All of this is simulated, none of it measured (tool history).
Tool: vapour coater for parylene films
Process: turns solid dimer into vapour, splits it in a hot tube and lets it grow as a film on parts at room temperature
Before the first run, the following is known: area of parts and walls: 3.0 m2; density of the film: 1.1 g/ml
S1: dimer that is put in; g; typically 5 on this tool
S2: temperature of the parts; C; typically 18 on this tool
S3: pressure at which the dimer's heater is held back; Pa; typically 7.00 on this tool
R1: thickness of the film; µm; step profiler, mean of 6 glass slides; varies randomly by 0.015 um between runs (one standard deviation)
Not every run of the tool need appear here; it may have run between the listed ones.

Run 1, hour 0.0: usual settings. Result: R1 0.71 µm.
Run 2, hour 9.5: usual settings but S1 6 g. Result: R1 0.86 µm.
Run 3, hour 31.2: usual settings but S1 6 g. Result: R1 0.86 µm.
Run 4, hour 49.2: usual settings but S2 19 C. Result: R1 0.69 µm.
Run 5, hour 61.7: usual settings but S1 3 g, S2 19 C. Result: R1 0.40 µm.
Run 6, hour 74.2: usual settings but S1 3 g, S2 19 C. Result: R1 0.40 µm.
Run 7, hour 87.8: usual settings but S1 3 g, S2 19 C, S3 6.86 Pa. Result: R1 0.40 µm.
Run 8, hour 102.1: usual settings but S1 3 g, S2 19 C, S3 6.86 Pa. Result: R1 0.41 µm.
Run 9, hour 119.9: usual settings but S1 3 g, S2 19 C, S3 6.86 Pa. Result: R1 0.41 µm.
Run 10, hour 135.3: usual settings but S3 6.77 Pa. Result: R1 0.69 µm.
Run 11, hour 150.3: usual settings but S3 6.77 Pa. Result: R1 0.71 µm.
Run 12, hour 169.7: usual settings but S1 2 g, S3 6.77 Pa. Result: R1 0.26 µm.
Run 13, hour 178.9: usual settings but S1 2 g, S3 6.77 Pa. Result: R1 0.28 µm.
Run 14, hour 196.0: usual settings but S1 2 g, S3 6.77 Pa. Result: R1 0.27 µm.
Run 15, hour 207.6: usual settings but S1 2 g, S3 6.77 Pa. Result: R1 0.27 µm.
Run 16, hour 216.7: usual settings but S1 3 g, S2 16 C, S3 2.05 Pa. Result: R1 0.47 µm.
Run 17, hour 233.2: usual settings but S1 9 g, S2 25 C, S3 3.78 Pa. Result: R1 1.15 µm.
Run 18, hour 249.7: usual settings but S1 2 g, S2 25 C, S3 3.39 Pa. Result: R1 0.27 µm.
Run 19, hour 259.6: usual settings but S1 2 g, S2 25 C, S3 3.39 Pa. Result: R1 0.26 µm.
Run 20, hour 282.0: usual settings but S1 2 g, S2 21 C, S3 5.60 Pa. Result: R1 0.27 µm.
Run 21, hour 295.5: usual settings but S1 7 g. Result: R1 0.95 µm.
Run 22, hour 310.3: usual settings but S2 17 C. Result: R1 0.68 µm.
Run 23, hour 325.8: usual settings but S2 19 C, S3 2.36 Pa. Result: R1 0.71 µm.
At hour 334.2: trap's valve overhauled.
Run 24, hour 345.1: usual settings but S2 19 C, S3 2.36 Pa. Result: R1 0.88 µm.
Run 25, hour 364.8: usual settings but S1 2 g, S2 17 C, S3 11.39 Pa. Result: R1 0.29 µm.
Run 26, hour 381.6: usual settings but S1 2 g, S2 17 C, S3 11.39 Pa. Result: R1 0.29 µm.
Run 27, hour 403.9: usual settings but S1 2 g, S2 28 C, S3 5.78 Pa. Result: R1 0.26 µm.
Run 28, hour 424.3: usual settings but S1 8 g, S2 12 C, S3 4.52 Pa. Result: R1 1.50 µm.
Run 29, hour 436.3: usual settings but S3 3.83 Pa. Result: R1 0.82 µm.

Below, each run's measurement less what the same run would have read without the hidden state. Both values contain the same run-to-run variation, but the gauge's scatter may not be the same in both:
The hidden state here: vapour lost through the trap's worn valve, %; true temperature of the parts over the reading, C; drift of the gauge itself on film_um, %.
run     R1
  1  -0.08
  2  -0.09
  3  -0.09
  4  -0.08
  5  -0.05
  6  -0.05
  7  -0.05
  8  -0.05
  9  -0.06
 10  -0.10
 11  -0.10
 12  -0.04
 13  -0.05
 14  -0.04
 15  -0.04
 16  -0.08
 17  -0.19
 18  -0.04
 19  -0.05
 20  -0.04
 21  -0.17
 22  -0.13
 23  -0.15
 24  -0.01
 25  -0.01
 26  -0.01
 27  +0.00
 28  -0.05
 29  -0.03
